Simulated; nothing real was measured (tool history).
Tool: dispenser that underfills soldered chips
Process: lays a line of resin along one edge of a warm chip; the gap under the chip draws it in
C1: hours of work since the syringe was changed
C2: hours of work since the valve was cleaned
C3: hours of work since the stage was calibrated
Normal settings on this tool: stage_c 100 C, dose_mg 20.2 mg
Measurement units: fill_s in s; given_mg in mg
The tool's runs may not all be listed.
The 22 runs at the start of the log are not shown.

run 23 hour=84.0 | stage_c=94 dose_mg=23.6 | C1=6 C2=27 C3=63 | fill_s=408.7 given_mg=23.42
run 24 hour=87.2 | stage_c=99 dose_mg=22.9 | C1=8 C2=28 C3=65 | fill_s=377.4 given_mg=22.78
-- hour=90.7 new syringe of resin
run 25 hour=91.1 | stage_c=115 dose_mg=19.1 | C1=0 C2=31 C3=67 | fill_s=169.5 given_mg=19.01
run 26 hour=95.9 | stage_c=100 dose_mg=22.6 | C1=3 C2=34 C3=70 | fill_s=296.2 given_mg=22.33
run 27 hour=98.5 | stage_c=100 dose_mg=21.2 | C1=5 C2=35 C3=72 | fill_s=312.9 given_mg=20.93
run 28 hour=101.8 | stage_c=100 dose_mg=19.6 | C1=7 C2=37 C3=74 | fill_s=347.7 given_mg=19.36
run 29 hour=104.7 | stage_c=88 dose_mg=17.9 | C1=9 C2=39 C3=76 | fill_s=574.6 given_mg=17.79
-- hour=108.1 new syringe of resin
run 30 hour=110.2 | stage_c=115 dose_mg=25.2 | C1=1 C2=42 C3=79 | fill_s=170.2 given_mg=24.88
run 31 hour=114.8 | stage_c=103 dose_mg=22.1 | C1=4 C2=45 C3=82 | fill_s=285.0 given_mg=21.84
run 32 hour=118.7 | stage_c=103 dose_mg=21.0 | C1=7 C2=47 C3=84 | fill_s=315.6 given_mg=20.69
run 33 hour=121.1 | stage_c=103 dose_mg=21.0 | C1=8 C2=49 C3=86 | fill_s=326.9 given_mg=20.62

For run 34, what comes out?
-- hour=125.0 new syringe of resin
run 34 hour=125.2 | stage_c=100 dose_mg=21.8 | C1=0 C2=51 C3=88 | fill_s=? given_mg=?

{"run 34": {"fill_s": 268.7, "given_mg": 21.45}}
Were there no unlogged condition in the tool, this run, its random variation unchanged, would have produced fill_s 262.0 s, given_mg 21.85 mg.
